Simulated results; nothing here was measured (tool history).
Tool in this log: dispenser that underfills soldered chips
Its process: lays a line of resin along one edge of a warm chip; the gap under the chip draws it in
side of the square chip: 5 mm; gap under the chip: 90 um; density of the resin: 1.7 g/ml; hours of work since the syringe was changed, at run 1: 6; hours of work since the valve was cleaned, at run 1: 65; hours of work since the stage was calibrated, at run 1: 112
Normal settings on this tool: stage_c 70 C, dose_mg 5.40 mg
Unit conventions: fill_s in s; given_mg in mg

run	day	stage_c	dose_mg	hours of work since the syringe was changed	hours of work since the valve was cleaned	hours of work since the stage was calibrated	fill_s	given_mg
1	0.000	70	5.40	6	65	112	26.5	5.15
2	0.183	70	5.40	9	68	115	33.3	5.12
# day 0.288: new syringe of resin
3	0.504	70	5.40	3	73	120	21.2	5.11
4	0.696	70	5.40	6	75	122	26.8	5.09
# day 0.771: dispensing valve cleaned and set on the balance
5	0.950	70	5.40	9	3	125	34.2	5.38
# day 1.029: new syringe of resin
6	1.312	70	4.95	4	8	130	23.4	4.90
7	1.596	70	5.40	8	12	135	31.8	5.40
# day 1.738: new syringe of resin
8	1.942	70	5.40	3	17	139	19.6	5.35
9	2.200	70	6.06	7	20	143	27.1	5.96
# day 2.450: new syringe of resin
10	2.554	70	6.06	2	25	148	17.6	5.92
11	2.817	70	5.40	5	29	152	24.3	5.27
12	3.121	63	5.40	10	33	156	50.6	5.26
# day 3.150: new syringe of resin
13	3.379	63	5.40	3	37	160	29.3	5.26
14	3.733	63	5.40	8	42	165	44.8	5.27
# day 3.858: new syringe of resin
15	3.992	63	5.40	2	46	168	26.5	5.23
16	4.212	67	5.40	5	49	172	29.0	5.30
17	4.479	70	6.36	9	53	175	33.4	6.15
# day 4.575: new syringe of resin
18	4.821	79	6.05	4	57	180	13.8	5.73
19	5.017	61	5.47	6	60	183	40.7	5.25
20	5.217	61	5.47	9	63	186	53.4	5.24
# day 5.279: new syringe of resin
21	5.404	70	5.97	2	66	188	18.5	5.73
22	5.550	70	5.97	4	68	191	21.7	5.68
23	5.712	64	5.83	6	70	193	36.4	5.58

Run 24 has not been measured yet. What should we expect?
24	5.962	79	5.21	10	74	196	?	?

{"run 24": {"fill_s": 25.0, "given_mg": 4.99}}
Were there no unlogged condition in the tool, this run, its random variation unchanged, would have produced fill_s 11.2 s, given_mg 5.26 mg.
